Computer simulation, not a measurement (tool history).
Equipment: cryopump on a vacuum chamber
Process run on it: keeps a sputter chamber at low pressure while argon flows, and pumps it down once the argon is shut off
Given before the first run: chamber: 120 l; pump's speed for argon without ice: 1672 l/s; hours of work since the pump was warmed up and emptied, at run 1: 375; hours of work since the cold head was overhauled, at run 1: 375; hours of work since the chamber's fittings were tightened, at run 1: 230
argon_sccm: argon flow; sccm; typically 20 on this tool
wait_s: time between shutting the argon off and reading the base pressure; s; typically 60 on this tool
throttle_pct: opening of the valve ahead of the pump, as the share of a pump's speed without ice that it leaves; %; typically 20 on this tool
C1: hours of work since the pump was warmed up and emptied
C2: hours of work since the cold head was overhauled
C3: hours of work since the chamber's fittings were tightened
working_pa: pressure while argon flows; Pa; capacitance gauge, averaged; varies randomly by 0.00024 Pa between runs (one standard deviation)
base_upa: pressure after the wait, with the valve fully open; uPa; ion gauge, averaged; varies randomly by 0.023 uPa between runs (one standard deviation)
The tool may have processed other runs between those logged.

{"run": 1, "hour": 0.0, "argon_sccm": 20, "wait_s": 60, "throttle_pct": 20, "C1": 375, "C2": 375, "C3": 230, "working_pa": 0.1023, "base_upa": 1.25}
{"run": 2, "hour": 16.4, "argon_sccm": 20, "wait_s": 60, "throttle_pct": 20, "C1": 386, "C2": 386, "C3": 241, "working_pa": 0.1025, "base_upa": 1.27}
{"run": 3, "hour": 27.6, "argon_sccm": 20, "wait_s": 60, "throttle_pct": 56, "C1": 393, "C2": 393, "C3": 248, "working_pa": 0.0373, "base_upa": 1.26}
{"run": 4, "hour": 36.6, "argon_sccm": 20, "wait_s": 60, "throttle_pct": 56, "C1": 399, "C2": 399, "C3": 254, "working_pa": 0.0374, "base_upa": 1.28}
{"run": 5, "hour": 50.1, "argon_sccm": 20, "wait_s": 60, "throttle_pct": 56, "C1": 408, "C2": 408, "C3": 262, "working_pa": 0.0374, "base_upa": 1.31}
{"run": 6, "hour": 58.2, "argon_sccm": 20, "wait_s": 60, "throttle_pct": 56, "C1": 413, "C2": 413, "C3": 268, "working_pa": 0.038, "base_upa": 1.28}
{"run": 7, "hour": 67.3, "argon_sccm": 20, "wait_s": 60, "throttle_pct": 56, "C1": 419, "C2": 419, "C3": 274, "working_pa": 0.0373, "base_upa": 1.32}
{"run": 8, "hour": 77.3, "argon_sccm": 12, "wait_s": 60, "throttle_pct": 56, "C1": 426, "C2": 426, "C3": 280, "working_pa": 0.0223, "base_upa": 1.35}
{"run": 9, "hour": 86.0, "argon_sccm": 12, "wait_s": 60, "throttle_pct": 31, "C1": 431, "C2": 431, "C3": 286, "working_pa": 0.0398, "base_upa": 1.32}
{"run": 10, "hour": 100.5, "argon_sccm": 12, "wait_s": 60, "throttle_pct": 31, "C1": 441, "C2": 441, "C3": 295, "working_pa": 0.0402, "base_upa": 1.34}
{"run": 11, "hour": 113.2, "argon_sccm": 12, "wait_s": 60, "throttle_pct": 31, "C1": 449, "C2": 449, "C3": 304, "working_pa": 0.0403, "base_upa": 1.34}
{"run": 12, "hour": 129.4, "argon_sccm": 12, "wait_s": 60, "throttle_pct": 31, "C1": 460, "C2": 460, "C3": 314, "working_pa": 0.0404, "base_upa": 1.32}
{"run": 13, "hour": 141.6, "argon_sccm": 15, "wait_s": 60, "throttle_pct": 31, "C1": 468, "C2": 468, "C3": 322, "working_pa": 0.0503, "base_upa": 1.43}
{"run": 14, "hour": 154.3, "argon_sccm": 15, "wait_s": 60, "throttle_pct": 31, "C1": 476, "C2": 476, "C3": 330, "working_pa": 0.0502, "base_upa": 1.44}
{"run": 15, "hour": 169.2, "argon_sccm": 20, "wait_s": 60, "throttle_pct": 20, "C1": 486, "C2": 486, "C3": 340, "working_pa": 0.1028, "base_upa": 1.48}
{"run": 16, "hour": 182.7, "argon_sccm": 20, "wait_s": 60, "throttle_pct": 20, "C1": 494, "C2": 494, "C3": 349, "working_pa": 0.1028, "base_upa": 1.45}
{"run": 17, "hour": 194.0, "argon_sccm": 20, "wait_s": 60, "throttle_pct": 20, "C1": 502, "C2": 502, "C3": 356, "working_pa": 0.103, "base_upa": 1.42}
{"run": 18, "hour": 205.0, "argon_sccm": 20, "wait_s": 60, "throttle_pct": 49, "C1": 509, "C2": 509, "C3": 363, "working_pa": 0.0431, "base_upa": 1.52}
{"run": 19, "hour": 216.1, "argon_sccm": 20, "wait_s": 25, "throttle_pct": 57, "C1": 516, "C2": 516, "C3": 371, "working_pa": 0.0369, "base_upa": 2.32}
{"run": 20, "hour": 225.8, "argon_sccm": 14, "wait_s": 67, "throttle_pct": 20, "C1": 522, "C2": 522, "C3": 377, "working_pa": 0.0722, "base_upa": 1.46}
{"run": 21, "hour": 240.2, "argon_sccm": 14, "wait_s": 67, "throttle_pct": 20, "C1": 532, "C2": 532, "C3": 386, "working_pa": 0.0716, "base_upa": 1.44}
{"run": 22, "hour": 253.9, "argon_sccm": 22, "wait_s": 149, "throttle_pct": 20, "C1": 541, "C2": 541, "C3": 395, "working_pa": 0.1129, "base_upa": 1.23}
{"run": 23, "hour": 264.4, "argon_sccm": 37, "wait_s": 60, "throttle_pct": 39, "C1": 548, "C2": 548, "C3": 402, "working_pa": 0.0995, "base_upa": 1.56}
{"run": 24, "hour": 275.3, "argon_sccm": 37, "wait_s": 60, "throttle_pct": 39, "C1": 555, "C2": 555, "C3": 409, "working_pa": 0.0993, "base_upa": 1.55}
{"run": 25, "hour": 286.1, "argon_sccm": 20, "wait_s": 169, "throttle_pct": 20, "C1": 562, "C2": 562, "C3": 416, "working_pa": 0.1028, "base_upa": 1.22}
{"run": 26, "hour": 297.1, "argon_sccm": 26, "wait_s": 136, "throttle_pct": 41, "C1": 569, "C2": 569, "C3": 423, "working_pa": 0.0665, "base_upa": 1.3}
{"run": 27, "hour": 304.6, "argon_sccm": 19, "wait_s": 67, "throttle_pct": 41, "C1": 574, "C2": 574, "C3": 428, "working_pa": 0.0486, "base_upa": 1.59}
{"run": 28, "hour": 312.4, "argon_sccm": 19, "wait_s": 67, "throttle_pct": 41, "C1": 579, "C2": 579, "C3": 433, "working_pa": 0.0487, "base_upa": 1.52}
{"run": 29, "hour": 328.2, "argon_sccm": 19, "wait_s": 67, "throttle_pct": 41, "C1": 589, "C2": 589, "C3": 444, "working_pa": 0.0486, "base_upa": 1.56}
{"run": 30, "hour": 334.9, "argon_sccm": 20, "wait_s": 42, "throttle_pct": 41, "C1": 594, "C2": 594, "C3": 448, "working_pa": 0.0513, "base_upa": 1.85}
{"run": 31, "hour": 342.6, "argon_sccm": 28, "wait_s": 138, "throttle_pct": 41, "C1": 599, "C2": 599, "C3": 453, "working_pa": 0.0721, "base_upa": 1.33}
{"run": 32, "hour": 358.8, "argon_sccm": 11, "wait_s": 62, "throttle_pct": 20, "C1": 609, "C2": 609, "C3": 464, "working_pa": 0.0566, "base_upa": 1.68}
{"run": 33, "hour": 372.3, "argon_sccm": 18, "wait_s": 62, "throttle_pct": 20, "C1": 618, "C2": 618, "C3": 472, "working_pa": 0.0928, "base_upa": 1.72}

A few steps of working_pa between consecutive runs. Split each: what settings, incoming material and random variation would produce without the hidden state, and what is left over for the hidden state, along with gauge scatter present in only one of the two compared results (measured, and without hidden state):
Hidden conditions of the tool in this case: pump's speed, % of a pump's without ice; cold plate's temperature, K; leak into the chamber, uPa l/s; drift of the gauge itself on working_pa, %; drift of the gauge itself on base_upa, %.
Run 2 -> 3: throttle_pct 20 -> 56. working_pa -0.0652 Pa: hidden state +0, all else -0.0652.
Run 14 -> 15: argon_sccm 15 -> 20, throttle_pct 31 -> 20. working_pa +0.0526 Pa: hidden state +0.0004, all else +0.0522.
Run 17 -> 18: throttle_pct 20 -> 49. working_pa -0.0599 Pa: hidden state +0.0001, all else -0.06.
Run 22 -> 23: argon_sccm 22 -> 37, wait_s 149 -> 60, throttle_pct 20 -> 39. working_pa -0.0134 Pa: hidden state +0.0015, all else -0.0149.
Run 24 -> 25: argon_sccm 37 -> 20, wait_s 60 -> 169, throttle_pct 39 -> 20. working_pa +0.0035 Pa: hidden state -0.0016, all else +0.0051.
Run 31 -> 32: argon_sccm 28 -> 11, wait_s 138 -> 62, throttle_pct 41 -> 20. working_pa -0.0155 Pa: hidden state -0.0017, all else -0.0138.
